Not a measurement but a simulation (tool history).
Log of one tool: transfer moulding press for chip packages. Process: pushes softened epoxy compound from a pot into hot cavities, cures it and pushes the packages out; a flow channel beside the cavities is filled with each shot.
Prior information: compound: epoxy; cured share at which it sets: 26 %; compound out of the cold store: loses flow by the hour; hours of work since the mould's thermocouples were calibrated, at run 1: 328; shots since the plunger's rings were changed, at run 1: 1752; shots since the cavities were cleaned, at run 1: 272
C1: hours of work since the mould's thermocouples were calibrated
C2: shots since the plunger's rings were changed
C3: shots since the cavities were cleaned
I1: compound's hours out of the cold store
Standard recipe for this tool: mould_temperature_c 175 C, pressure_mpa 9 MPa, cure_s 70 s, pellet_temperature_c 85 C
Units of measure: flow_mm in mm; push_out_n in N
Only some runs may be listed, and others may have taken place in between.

{"run": 1, "day": 0.0, "mould_temperature_c": 175, "pressure_mpa": 9, "cure_s": 70, "pellet_temperature_c": 85, "C1": 328, "C2": 1752, "C3": 272, "I1": 37.2, "flow_mm": 488, "push_out_n": 924}
{"run": 2, "day": 1.067, "mould_temperature_c": 175, "pressure_mpa": 9, "cure_s": 70, "pellet_temperature_c": 85, "C1": 340, "C2": 2022, "C3": 542, "I1": 20.1, "flow_mm": 515.9, "push_out_n": 1174}
{"run": 3, "day": 1.988, "mould_temperature_c": 175, "pressure_mpa": 9, "cure_s": 70, "pellet_temperature_c": 85, "C1": 351, "C2": 2254, "C3": 774, "I1": 10.4, "flow_mm": 534.3, "push_out_n": 1313}
{"day": 2.371, "done": "cavities cleaned with cleaning compound and waxed"}
{"run": 4, "day": 2.5, "mould_temperature_c": 175, "pressure_mpa": 9, "cure_s": 70, "pellet_temperature_c": 85, "C1": 356, "C2": 2369, "C3": 33, "I1": 31.6, "flow_mm": 492.9, "push_out_n": 680}
{"run": 5, "day": 3.108, "mould_temperature_c": 175, "pressure_mpa": 9, "cure_s": 70, "pellet_temperature_c": 85, "C1": 364, "C2": 2523, "C3": 187, "I1": 16.2, "flow_mm": 520, "push_out_n": 876}
{"run": 6, "day": 4.125, "mould_temperature_c": 175, "pressure_mpa": 9, "cure_s": 70, "pellet_temperature_c": 85, "C1": 375, "C2": 2779, "C3": 443, "I1": 19.6, "flow_mm": 514.1, "push_out_n": 1093}

Run 7 has not been measured yet. What should we expect?
{"run": 7, "day": 4.775, "mould_temperature_c": 175, "pressure_mpa": 9.68, "cure_s": 70, "pellet_temperature_c": 84, "C1": 383, "C2": 2944, "C3": 608, "I1": 43.6, "flow_mm": "?", "push_out_n": "?"}

Run 7 produced flow_mm 487.5 mm, push_out_n 1128 N.
The same run, on a tool lacking any hidden state, would have yielded flow_mm 502.7 mm, push_out_n 595 N.
